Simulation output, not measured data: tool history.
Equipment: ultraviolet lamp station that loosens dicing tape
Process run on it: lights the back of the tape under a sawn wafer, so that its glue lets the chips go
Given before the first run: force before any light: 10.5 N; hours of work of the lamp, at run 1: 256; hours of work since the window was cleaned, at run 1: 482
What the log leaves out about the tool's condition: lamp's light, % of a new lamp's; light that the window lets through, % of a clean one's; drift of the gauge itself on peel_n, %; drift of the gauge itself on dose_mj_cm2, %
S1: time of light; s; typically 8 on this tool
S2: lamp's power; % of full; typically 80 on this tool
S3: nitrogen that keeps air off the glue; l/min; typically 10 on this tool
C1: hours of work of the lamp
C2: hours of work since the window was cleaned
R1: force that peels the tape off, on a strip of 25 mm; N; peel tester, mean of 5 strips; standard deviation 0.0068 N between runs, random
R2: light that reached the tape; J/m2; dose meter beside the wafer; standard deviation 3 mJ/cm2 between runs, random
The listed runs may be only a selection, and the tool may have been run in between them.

run   hour  S1  S2  S3   C1   C2     R1    R2
  1    0.0   8  80  10  256  482  0.455  3500
  2   17.0   8  80  10  264  490  0.448  3460
      31.4  -- window cleaned of glue's vapour
  3   44.5   8  89  10  278    6  0.213  4520
  4   65.5   8  89  10  288   17  0.227  4460
  5   84.7   8  89  10  297   26  0.232  4430
  6  109.5   8  80  19  309   38  0.241  3990
  7  139.0   8  66  10  324   53  0.523  3240
  8  154.6   8  66  10  332   60  0.510  3290
  9  171.3   8  66  10  340   69  0.529  3200
 10  184.0   8  66  10  346   75  0.551  3180
 11  211.8   6  80  10  360   89  0.719  2850
 12  236.7   6  80  10  372  101  0.724  2830
 13  255.4   8  80  10  381  110  0.345  3760
 14  271.8   8  80  10  389  118  0.353  3800
 15  293.8   8  80  10  400  129  0.348  3720
 16  322.7   8  80  10  414  143  0.372  3730
 17  348.5   8  78  10  427  156  0.404  3580
 18  377.3   8  78  10  441  170  0.434  3530
 19  403.8   8  78  10  454  183  0.432  3540
 20  429.3   8  78   6  466  195  0.575  3530
 21  459.6   8  78   6  481  210  0.583  3460
 22  483.0  14  80   8  493  222  0.127  6060
 23  508.1   8  87  15  505  234  0.298  3800
 24  525.9  12  69  10  514  243  0.220  4470
 25  549.3   5  82  10  525  254  1.341  2210
 26  576.2   5  82  10  538  267  1.324  2150
 27  600.3   9  69   7  550  279  0.622  3240
 28  620.5   9  69   7  560  289  0.624  3250
 29  640.8  11  66  19  570  299  0.283  3800
 30  660.5  11  91   3  580  309  0.301  5160
 31  679.6  11  91   3  589  318  0.322  5130
 32  701.2   6  80  10  600  329  1.060  2440
 33  729.9  12  80  10  614  343  0.193  4850
 34  758.0  12  80  10  628  357  0.192  4760
 35  772.0   7  94   8  635  363  0.561  3250
 36  803.2   4  70   9  650  379  2.800  1360
 37  827.1   6  70   9  662  391  1.554  2040
 38  850.6  13  80  10  673  402  0.174  5020
 39  870.5  10  80  12  683  412  0.306  3850
 40  889.4  15  76   7  692  421  0.169  5360
 41  914.0   8  80   6  704  433  0.808  3030
 42  934.2   7  80   6  714  443  1.106  2670

What if the next run were any one of these 4? Each begins from the tool's condition after run 42:
  A  959.3  11  80   6  726  455   ?   ?
  B  959.3   8  80   4  726  455   ?   ?
  C  959.3   5  61   4  726  455   ?   ?
  D  959.3   5  80   6  726  455   ?   ?

run     R1    R2
  A  0.377  4060
  B  1.034  2950
  C  3.398  1410
  D  2.068  1870
Without the tool's unlogged condition, the same runs would have read:
run     R1    R2
  A  0.145  6110
  B  0.379  4430
  C  1.944  2120
  D  0.961  2800
